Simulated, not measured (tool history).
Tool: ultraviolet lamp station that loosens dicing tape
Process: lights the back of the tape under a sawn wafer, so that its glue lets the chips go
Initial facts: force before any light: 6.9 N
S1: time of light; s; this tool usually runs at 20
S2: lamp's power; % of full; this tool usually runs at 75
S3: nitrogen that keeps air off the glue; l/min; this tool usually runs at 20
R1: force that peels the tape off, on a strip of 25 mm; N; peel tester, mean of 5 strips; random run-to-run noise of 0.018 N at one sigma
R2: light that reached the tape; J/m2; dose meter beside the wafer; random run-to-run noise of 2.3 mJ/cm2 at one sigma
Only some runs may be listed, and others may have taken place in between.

run	hour	S1	S2	S3	R1	R2
1	0.0	20	75	20	0.897	2160
2	16.2	20	75	28	0.808	2130
3	32.8	11	75	28	2.080	1170
4	42.3	11	75	28	2.042	1150
5	58.2	11	75	28	2.065	1150
6	66.2	11	75	28	2.046	1160
7	82.4	20	75	20	0.980	2090
8	91.8	20	75	20	0.962	2120
9	101.3	20	75	20	0.983	2130
10	110.1	20	75	20	0.978	2100
11	118.3	20	75	20	0.973	2140
12	128.6	20	75	20	1.009	2050
13	139.0	20	72	20	1.069	2030
14	150.9	20	75	20	0.976	2120
15	163.7	38	75	20	0.257	4020
16	172.3	38	75	20	0.262	3960
17	179.1	30	75	20	0.433	3160
18	193.6	20	75	20	1.014	2100
19	208.0	20	75	20	1.025	2030
20	217.5	20	75	20	0.982	2100
21	234.1	20	81	20	0.884	2210
22	244.4	20	81	20	0.889	2230
23	252.6	29	81	7	0.843	3230
24	263.7	40	83	7	0.421	4540
25	277.6	10	63	20	3.187	880
26	287.1	20	75	33	0.833	2040
27	294.0	23	87	29	0.497	2690
28	304.0	21	69	29	0.953	1960
29	314.6	15	67	16	2.103	1320
30	326.2	34	70	25	0.360	3230
# hour 328.2: window cleaned of glue's vapour
31	333.9	11	68	18	2.723	990
32	343.8	20	70	31	1.052	1870
33	350.9	20	75	17	1.186	1990
34	365.3	20	75	17	1.188	1990
35	375.4	11	79	9	2.987	1190
# hour 379.7: window cleaned of glue's vapour, once more
36	385.5	18	95	17	0.865	2380

Forecast run 37:
37	400.7	18	95	17	?	?

{"run 37": {"R1": 0.86, "R2": 2340}}
With no hidden state in the tool, this same run would have given R1 0.709 N, R2 2590 J/m2.
